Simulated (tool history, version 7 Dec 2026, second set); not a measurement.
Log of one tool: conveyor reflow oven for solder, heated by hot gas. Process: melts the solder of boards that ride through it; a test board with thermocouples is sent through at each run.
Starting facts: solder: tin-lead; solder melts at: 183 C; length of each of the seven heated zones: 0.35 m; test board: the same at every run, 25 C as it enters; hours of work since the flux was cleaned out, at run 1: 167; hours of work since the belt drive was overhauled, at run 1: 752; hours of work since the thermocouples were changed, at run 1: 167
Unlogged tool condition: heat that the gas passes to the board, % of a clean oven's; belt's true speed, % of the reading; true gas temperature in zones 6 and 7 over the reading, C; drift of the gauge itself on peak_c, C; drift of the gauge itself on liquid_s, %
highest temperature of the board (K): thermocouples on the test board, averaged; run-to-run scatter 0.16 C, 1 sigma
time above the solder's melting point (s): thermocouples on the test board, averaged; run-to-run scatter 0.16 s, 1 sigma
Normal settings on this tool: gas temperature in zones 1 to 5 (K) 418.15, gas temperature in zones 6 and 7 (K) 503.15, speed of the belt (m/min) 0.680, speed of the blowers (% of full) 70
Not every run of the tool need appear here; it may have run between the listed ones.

run    hour  gas temperature in zones 1 to 5 (K)  gas temperature in zones 6 and 7 (K)  speed of the belt (m/min)  speed of the blowers (% of full)  hours of work since the flux was cleaned out  hours of work since the belt drive was overhauled  hours of work since the thermocouples were changed  highest temperature of the board (K)  time above the solder's melting point (s)
  1     0.0                               418.15                                503.15                      0.680                                70                                           167                                                752                                                 167                                484.65                                       44.0
       50.2  -- belt drive overhauled, speed set with a stopwatch
  2    72.3                               418.15                                503.15                      0.680                                67                                           221                                                 17                                                 221                                483.45                                       42.5
  3   139.2                               418.15                                495.15                      0.680                                70                                           273                                                 70                                                 273                                478.05                                       38.5
      176.9  -- flux residue cleaned out of gas plates and filters
  4   180.4                               418.15                                495.15                      0.680                                70                                             3                                                 99                                                 302                                478.25                                       38.8
  5   215.4                               418.15                                495.15                      0.680                                70                                            30                                                126                                                 329                                478.35                                       38.7
  6   281.4                               418.15                                503.15                      0.553                                70                                            82                                                178                                                 381                                490.75                                       60.7
  7   324.3                               418.15                                503.15                      0.553                                70                                           116                                                212                                                 415                                490.65                                       59.8
  8   386.6                               433.15                                503.15                      0.680                                70                                           165                                                261                                                 464                                488.05                                       51.9
  9   454.2                               433.15                                503.15                      0.680                                70                                           219                                                315                                                 518                                488.15                                       52.1
 10   505.1                               433.15                                503.15                      0.680                                70                                           259                                                355                                                 558                                487.95                                       51.8
      560.9  -- flux residue cleaned out of gas plates and filters
 11   574.7                               418.15                                503.15                      0.680                                70                                            11                                                406                                                 609                                484.65                                       43.8
 12   631.3                               418.15                                503.15                      0.680                                70                                            56                                                450                                                 653                                484.65                                       44.0
 13   667.0                               418.15                                503.15                      0.680                                70                                            84                                                479                                                 682                                484.75                                       43.8
 14   698.7                               418.15                                503.15                      0.680                                70                                           109                                                503                                                 707                                484.85                                       43.8
 15   755.6                               418.15                                503.15                      0.680                                70                                           154                                                548                                                 751                                484.85                                       43.9
 16   784.4                               418.15                                504.15                      0.680                                79                                           176                                                571                                                 774                                488.55                                       46.6
 17   813.5                               418.15                                504.15                      0.680                                79                                           199                                                594                                                 797                                488.05                                       46.9
 18   877.3                               419.15                                508.15                      0.680                                65                                           250                                                644                                                 847                                487.45                                       45.8
 19   908.6                               418.15                                503.15                      0.576                                70                                           274                                                669                                                 872                                489.55                                       57.0
      942.3  -- flux residue cleaned out of gas plates and filters
 20   969.4                               411.15                                503.15                      0.680                                70                                            21                                                713                                                 916                                483.35                                       40.8
 21  1014.8                               418.15                                514.15                      0.680                                73                                            57                                                749                                                 952                                494.75                                       50.4
 22  1043.2                               418.15                                513.15                      0.680                                62                                            80                                                771                                                 974                                490.05                                       46.9
     1069.3  -- belt drive overhauled, speed set with a stopwatch
 23  1101.0                               428.15                                503.15                      0.680                                65                                           122                                                 25                                                1017                                485.55                                       48.0
 24  1151.9                               428.15                                503.15                      0.680                                65                                           162                                                 65                                                1057                                485.25                                       47.8
 25  1180.0                               424.15                                503.15                      0.705                                70                                           184                                                 87                                                1079                                484.75                                       44.8
 26  1244.3                               424.15                                503.15                      0.705                                70                                           235                                                138                                                1130                                484.85                                       44.5
 27  1306.9                               424.15                                503.15                      0.705                                70                                           284                                                187                                                1179                                485.05                                       44.4
     1328.6  -- flux residue cleaned out of gas plates and filters
 28  1355.0                               422.15                                510.15                      0.566                                78                                            21                                                221                                                1213                                498.75                                       65.6
 29  1397.6                               422.15                                510.15                      0.566                                78                                            54                                                255                                                1247                                498.75                                       65.4
 30  1434.9                               418.15                                505.15                      0.680                                72                                            84                                                284                                                1276                                486.85                                       45.5

Across each entry between runs, compare the hidden state at the last listed run before it with the hidden state at the first listed run after it:
From run 1 to run 2: belt drive overhauled, speed set with a stopwatch (hour 50.2)
  belt's true speed, % of the reading: 99.99 -> 100
From run 3 to run 4: flux residue cleaned out of gas plates and filters (hour 176.9)
  heat that the gas passes to the board, % of a clean oven's: 99.8 -> 100; true gas temperature in zones 6 and 7 over the reading, C: 0.01 -> 0.02
From run 10 to run 11: flux residue cleaned out of gas plates and filters (hour 560.9)
  heat that the gas passes to the board, % of a clean oven's: 99.8 -> 100
From run 19 to run 20: flux residue cleaned out of gas plates and filters (hour 942.3)
  heat that the gas passes to the board, % of a clean oven's: 99.8 -> 100; true gas temperature in zones 6 and 7 over the reading, C: 0.04 -> 0.05
From run 22 to run 23: belt drive overhauled, speed set with a stopwatch (hour 1069.3)
  belt's true speed, % of the reading: 99.99 -> 100
From run 27 to run 28: flux residue cleaned out of gas plates and filters (hour 1328.6)
  heat that the gas passes to the board, % of a clean oven's: 99.8 -> 100
